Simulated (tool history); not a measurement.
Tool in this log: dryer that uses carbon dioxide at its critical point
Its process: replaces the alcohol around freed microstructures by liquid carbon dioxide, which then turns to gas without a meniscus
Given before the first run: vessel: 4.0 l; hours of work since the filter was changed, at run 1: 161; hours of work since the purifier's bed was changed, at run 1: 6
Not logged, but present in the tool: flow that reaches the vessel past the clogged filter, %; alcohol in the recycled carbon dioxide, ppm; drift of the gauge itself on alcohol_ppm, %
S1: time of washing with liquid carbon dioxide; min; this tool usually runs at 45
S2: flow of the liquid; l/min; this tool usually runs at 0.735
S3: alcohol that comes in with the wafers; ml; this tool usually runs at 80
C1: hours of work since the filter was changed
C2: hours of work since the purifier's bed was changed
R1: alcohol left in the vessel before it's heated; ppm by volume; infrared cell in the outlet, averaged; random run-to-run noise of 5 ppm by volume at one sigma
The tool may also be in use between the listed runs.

| run | hour | S1 | S2 | S3 | C1 | C2 | R1 |
|---|---|---|---|---|---|---|---|
| 1 | 0.0 | 45 | 0.735 | 80 | 161 | 6 | 14 |
|  | 5.2 | inlet filter changed |
| 2 | 21.0 | 45 | 0.735 | 80 | 6 | 14 | 16 |
| 3 | 56.9 | 45 | 0.735 | 80 | 21 | 28 | 23 |
| 4 | 92.7 | 45 | 0.735 | 80 | 36 | 43 | 22 |
| 5 | 127.3 | 45 | 0.735 | 80 | 50 | 57 | 41 |
| 6 | 149.1 | 45 | 0.487 | 80 | 58 | 66 | 202 |
| 7 | 178.9 | 69 | 0.735 | 69 | 71 | 78 | 22 |
| 8 | 204.2 | 69 | 0.735 | 69 | 81 | 88 | 24 |
| 9 | 241.6 | 67 | 0.878 | 80 | 96 | 103 | 43 |
| 10 | 267.9 | 45 | 1.121 | 80 | 107 | 114 | 30 |
| 11 | 312.0 | 42 | 0.837 | 32 | 125 | 132 | 47 |

Each row is a separate what-if for the run after 11, all from the same tool condition, not one after another. Results?
| A | 348.1 | 36 | 0.490 | 32 | 139 | 147 | ? |
| B | 348.1 | 28 | 0.837 | 79 | 139 | 147 | ? |
| C | 348.1 | 42 | 0.550 | 32 | 139 | 147 | ? |
| D | 348.1 | 28 | 1.241 | 73 | 139 | 147 | ? |
| E | 348.1 | 42 | 0.837 | 30 | 139 | 147 | ? |

| run | R1 |
|---|---|
| A | 265 |
| B | 174 |
| C | 106 |
| D | 50 |
| E | 46 |
The same runs, with their run-to-run variation unchanged, on a tool lacking any hidden condition would have given:
| run | R1 |
|---|---|
| A | 172 |
| B | 94 |
| C | 46 |
| D | 5 |
| E | 3 |
